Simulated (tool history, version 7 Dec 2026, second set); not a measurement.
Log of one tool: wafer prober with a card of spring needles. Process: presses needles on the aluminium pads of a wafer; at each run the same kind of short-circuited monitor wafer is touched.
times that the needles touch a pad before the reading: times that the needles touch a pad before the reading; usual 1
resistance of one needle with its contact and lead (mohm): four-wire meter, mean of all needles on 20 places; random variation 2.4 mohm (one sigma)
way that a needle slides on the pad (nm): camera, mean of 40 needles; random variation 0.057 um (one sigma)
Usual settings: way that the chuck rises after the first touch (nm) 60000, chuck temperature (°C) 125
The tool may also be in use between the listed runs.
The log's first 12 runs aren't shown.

run   hour  way that the chuck rises after the first touch (nm)  chuck temperature (°C)  times that the needles touch a pad before the reading  touches since the tips were cleaned  cleanings since the card got new needles  touches since the first contact's height was set  resistance of one needle with its contact and lead (mohm)  way that a needle slides on the pad (nm)
      68.8  -- tips cleaned on abrasive film
 13   72.9                                                60000                     125                                                      1                                 1176                                        11                                             44681                                                        336                                     12940
 14   77.9                                                66000                     125                                                      1                                 2636                                        11                                             46141                                                        363                                     14390
      81.6  -- tips cleaned on abrasive film
 15   83.7                                                66000                     125                                                      1                                  630                                        12                                             47812                                                        300                                     14230
 16   92.6                                                66000                     125                                                      1                                 3215                                        12                                             50397                                                        372                                     14210
      94.3  -- tips cleaned on abrasive film
 17  100.4                                                66000                     125                                                      1                                 1785                                        13                                             52651                                                        347                                     14150
 18  104.7                                                66000                     125                                                      1                                 3020                                        13                                             53886                                                        379                                     14160
     107.3  -- tips cleaned on abrasive film
 19    114                                                66000                     125                                                      1                                 1956                                        14                                             56595                                                        345                                     14050
     120.7  -- tips cleaned on abrasive film
 20  122.6                                                69000                      49                                                      2                                  545                                        15                                             59044                                                        270                                     14810
 21  128.5                                                55000                      47                                                      2                                 2287                                        15                                             60786                                                        339                                     11690
     133.3  -- tips cleaned on abrasive film
       134  -- height of the first contact set anew
 22  137.8                                                65000                      37                                                      2                                 1241                                        16                                              1117                                                        282                                     14300
 23  143.2                                                65000                      37                                                      2                                 2799                                        16                                              2675                                                        313                                     14430
     146.9  -- tips cleaned on abrasive film
 24  151.7                                                48000                      28                                                      1                                 1396                                        17                                              5133                                                        362                                     10540
 25  156.9                                                48000                      28                                                      1                                 2896                                        17                                              6633                                                        444                                     10520
     159.6  -- tips cleaned on abrasive film
 26  161.9                                                61000                      66                                                      3                                  660                                        18                                              8064                                                        269                                     13360
 27  169.3                                                59000                      75                                                      2                                 2831                                        18                                             10235                                                        333                                     12910
     172.5  -- tips cleaned on abrasive film
 28  174.3                                                57000                      75                                                      2                                  502                                        19                                             11645                                                        286                                     12430
 29  182.6                                                57000                      75                                                      3                                 2933                                        19                                             14076                                                        310                                     12560
     185.2  -- tips cleaned on abrasive film
 30  186.9                                                76000                      27                                                      2                                  501                                        20                                             15304                                                        253                                     16700
 31  194.4                                                42000                      56                                                      1                                 2686                                        20                                             17489                                                        493                                      9060
     197.8  -- tips cleaned on abrasive film
 32  204.1                                                60000                      32                                                      1                                 1838                                        21                                             20298                                                        339                                     13120
 33  209.5                                                60000                      32                                                      1                                 3406                                        21                                             21866                                                        397                                     13070

Forecast each of these 3 alternatives for the next run:
     210.5  -- tips cleaned on abrasive film
  A  217.1                                                57000                      32                                                      1                                 1934                                        22                                             24046                                                          ?                                         ?
     210.5  -- tips cleaned on abrasive film
  B  217.1                                                52000                      53                                                      1                                 1934                                        22                                             24046                                                          ?                                         ?
     210.5  -- tips cleaned on abrasive film
  C  217.1                                                60000                     125                                                      2                                 1934                                        22                                             24046                                                          ?                                         ?

run  resistance of one needle with its contact and lead (mohm)  way that a needle slides on the pad (nm)
  A                                                        361                                     12400
  B                                                        379                                     11260
  C                                                        327                                     13070
Without the tool's hidden state the same runs would have given:
run  resistance of one needle with its contact and lead (mohm)  way that a needle slides on the pad (nm)
  A                                                        248                                     12560
  B                                                        251                                     11420
  C                                                        272                                     13230
